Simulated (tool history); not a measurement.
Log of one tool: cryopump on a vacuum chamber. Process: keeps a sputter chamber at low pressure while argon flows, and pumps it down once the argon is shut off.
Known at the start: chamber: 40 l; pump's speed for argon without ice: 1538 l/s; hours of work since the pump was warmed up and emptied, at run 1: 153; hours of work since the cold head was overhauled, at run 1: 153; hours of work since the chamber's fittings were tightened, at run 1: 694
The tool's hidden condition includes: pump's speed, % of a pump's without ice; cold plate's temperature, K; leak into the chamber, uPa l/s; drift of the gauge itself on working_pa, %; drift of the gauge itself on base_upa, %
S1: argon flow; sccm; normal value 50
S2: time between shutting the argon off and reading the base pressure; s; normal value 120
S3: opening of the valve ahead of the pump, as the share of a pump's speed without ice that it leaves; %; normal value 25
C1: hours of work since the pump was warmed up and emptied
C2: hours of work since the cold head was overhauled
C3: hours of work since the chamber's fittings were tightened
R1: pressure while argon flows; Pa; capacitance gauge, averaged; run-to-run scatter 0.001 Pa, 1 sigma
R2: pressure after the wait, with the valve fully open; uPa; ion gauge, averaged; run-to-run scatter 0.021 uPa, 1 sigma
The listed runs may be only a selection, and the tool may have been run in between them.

run,hour,S1,S2,S3,C1,C2,C3,R1,R2
1,0,50,120,25,153,153,694,0.2275,1.55
2,11.1,50,120,25,159,159,700,0.2276,1.51
3,23.2,50,120,25,166,166,707,0.2277,1.59
4,34.9,50,120,25,172,172,713,0.2283,1.63
5,45.5,66,120,25,178,178,719,0.3014,1.62
6,53.9,66,29,25,182,182,724,0.3027,2.68
7,69.2,66,29,25,191,191,732,0.3021,2.66
8,81.9,39,29,25,198,198,739,0.1791,2.66
9,99.5,39,29,25,207,207,748,0.1784,2.74
10,113.6,39,29,25,215,215,756,0.1799,2.73
11,123.1,28,29,29,220,220,761,0.1112,2.78
12,140.1,28,29,29,229,229,771,0.1121,2.78
13,152.3,28,29,29,236,236,777,0.1129,2.86
14,168.2,50,75,49,245,245,786,0.1237,1.98
15,177.6,100,84,31,250,250,791,0.3779,1.97
16,191.1,82,139,15,257,257,798,0.6197,1.8
17,200.6,95,139,48,262,262,804,0.2401,1.79
18,210.4,27,133,58,268,268,809,0.0579,1.8
19,226.5,38,45,52,276,276,818,0.0894,2.4
20,233.9,48,71,49,280,280,822,0.1188,2.16

Forecast each of these 5 alternatives for the next run:
A,249.7,50,120,42,289,289,830,?,?
B,249.7,22,120,25,289,289,830,?,?
C,249.7,59,241,17,289,289,830,?,?
D,249.7,32,55,25,289,289,830,?,?
E,249.7,75,78,25,289,289,830,?,?

run,R1,R2
A,0.1455,1.95
B,0.1035,1.93
C,0.3969,1.78
D,0.1496,2.31
E,0.3473,2.06
Stripped of hidden state, with their random variation kept, the same runs would have yielded:
run,R1,R2
A,0.1321,0.56
B,0.0977,0.54
C,0.3813,0.37
D,0.1411,0.91
E,0.3276,0.69

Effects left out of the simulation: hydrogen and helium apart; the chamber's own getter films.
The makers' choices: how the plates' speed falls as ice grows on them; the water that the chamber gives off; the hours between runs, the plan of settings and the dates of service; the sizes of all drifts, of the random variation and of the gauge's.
